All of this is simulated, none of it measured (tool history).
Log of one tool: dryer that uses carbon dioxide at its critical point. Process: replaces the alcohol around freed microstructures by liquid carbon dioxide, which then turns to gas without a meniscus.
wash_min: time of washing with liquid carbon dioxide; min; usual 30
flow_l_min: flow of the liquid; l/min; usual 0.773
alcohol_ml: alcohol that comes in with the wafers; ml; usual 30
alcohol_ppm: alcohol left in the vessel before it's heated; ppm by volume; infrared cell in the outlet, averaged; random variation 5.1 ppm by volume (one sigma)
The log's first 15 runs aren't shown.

{"run": 16, "hour": 109.0, "wash_min": 30, "flow_l_min": 0.773, "alcohol_ml": 30, "alcohol_ppm": 100}
{"run": 17, "hour": 117.5, "wash_min": 21, "flow_l_min": 1.007, "alcohol_ml": 27, "alcohol_ppm": 124}
{"run": 18, "hour": 122.5, "wash_min": 33, "flow_l_min": 1.079, "alcohol_ml": 23, "alcohol_ppm": 33}
{"run": 19, "hour": 131.5, "wash_min": 33, "flow_l_min": 1.079, "alcohol_ml": 23, "alcohol_ppm": 29}
{"run": 20, "hour": 139.7, "wash_min": 45, "flow_l_min": 1.079, "alcohol_ml": 21, "alcohol_ppm": 32}
{"run": 21, "hour": 145.3, "wash_min": 23, "flow_l_min": 0.815, "alcohol_ml": 49, "alcohol_ppm": 310}
{"run": 22, "hour": 153.7, "wash_min": 39, "flow_l_min": 1.17, "alcohol_ml": 104, "alcohol_ppm": 25}
{"run": 23, "hour": 161.7, "wash_min": 39, "flow_l_min": 1.17, "alcohol_ml": 104, "alcohol_ppm": 31}
{"run": 24, "hour": 166.3, "wash_min": 20, "flow_l_min": 1.17, "alcohol_ml": 66, "alcohol_ppm": 188}
{"run": 25, "hour": 172.9, "wash_min": 23, "flow_l_min": 0.701, "alcohol_ml": 33, "alcohol_ppm": 349}
{"run": 26, "hour": 180.0, "wash_min": 23, "flow_l_min": 0.701, "alcohol_ml": 109, "alcohol_ppm": 1081}
{"run": 27, "hour": 188.0, "wash_min": 30, "flow_l_min": 1.272, "alcohol_ml": 30, "alcohol_ppm": 40}
{"run": 28, "hour": 195.4, "wash_min": 21, "flow_l_min": 0.813, "alcohol_ml": 69, "alcohol_ppm": 617}
{"run": 29, "hour": 200.0, "wash_min": 40, "flow_l_min": 0.995, "alcohol_ml": 112, "alcohol_ppm": 52}
{"run": 30, "hour": 207.6, "wash_min": 40, "flow_l_min": 0.995, "alcohol_ml": 112, "alcohol_ppm": 45}
{"run": 31, "hour": 213.7, "wash_min": 40, "flow_l_min": 0.995, "alcohol_ml": 112, "alcohol_ppm": 44}

Forecast each of these 4 alternatives for the next run:
{"run": "A", "hour": 220.5, "wash_min": 41, "flow_l_min": 0.995, "alcohol_ml": 21, "alcohol_ppm": "?"}
{"run": "B", "hour": 220.5, "wash_min": 19, "flow_l_min": 0.773, "alcohol_ml": 30, "alcohol_ppm": "?"}
{"run": "C", "hour": 220.5, "wash_min": 40, "flow_l_min": 1.144, "alcohol_ml": 23, "alcohol_ppm": "?"}
{"run": "D", "hour": 220.5, "wash_min": 24, "flow_l_min": 0.975, "alcohol_ml": 33, "alcohol_ppm": "?"}

run=A alcohol_ppm=33
run=B alcohol_ppm=463
run=C alcohol_ppm=42
run=D alcohol_ppm=127
Without the tool's hidden state the same runs would have given:
run=A alcohol_ppm=0
run=B alcohol_ppm=338
run=C alcohol_ppm=9
run=D alcohol_ppm=69
